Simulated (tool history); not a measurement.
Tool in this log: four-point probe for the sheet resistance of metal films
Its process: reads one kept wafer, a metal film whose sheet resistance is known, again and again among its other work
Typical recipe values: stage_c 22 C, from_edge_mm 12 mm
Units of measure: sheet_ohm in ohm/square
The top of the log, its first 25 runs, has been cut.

| run | hour | stage_c | from_edge_mm | sheet_ohm |
|---|---|---|---|---|
| 26 | 1171.3 | 28 | 12 | 15.493069 |
| 27 | 1210.1 | 19 | 23 | 15.400954 |
| 28 | 1273.5 | 25 | 7 | 15.665367 |
| 29 | 1314.2 | 25 | 7 | 15.666115 |
| 30 | 1366.1 | 31 | 57 | 15.413325 |
| 31 | 1434.7 | 31 | 57 | 15.421369 |
| 32 | 1489.9 | 30 | 12 | 15.504916 |
| 33 | 1539.7 | 30 | 12 | 15.505291 |
| 34 | 1586.3 | 26 | 51 | 15.408675 |
| 35 | 1649.6 | 31 | 3 | 16.758826 |
| 36 | 1689.1 | 31 | 3 | 16.760692 |
| 37 | 1758.1 | 33 | 10 | 15.561936 |
| 38 | 1812.8 | 20 | 7 | 15.657186 |

3 options for the next run, each taken on its own from the tool as it stands now. Forecast them:
| A | 1877.4 | 20 | 10 | ? |
| B | 1877.4 | 23 | 7 | ? |
| C | 1877.4 | 22 | 48 | ? |

| run | sheet_ohm |
|---|---|
| A | 15.523183 |
| B | 15.669699 |
| C | 15.405043 |
With the hidden condition removed and each run's random variation left untouched, the same runs would have given:
| run | sheet_ohm |
|---|---|
| A | 15.376736 |
| B | 15.522215 |
| C | 15.259802 |
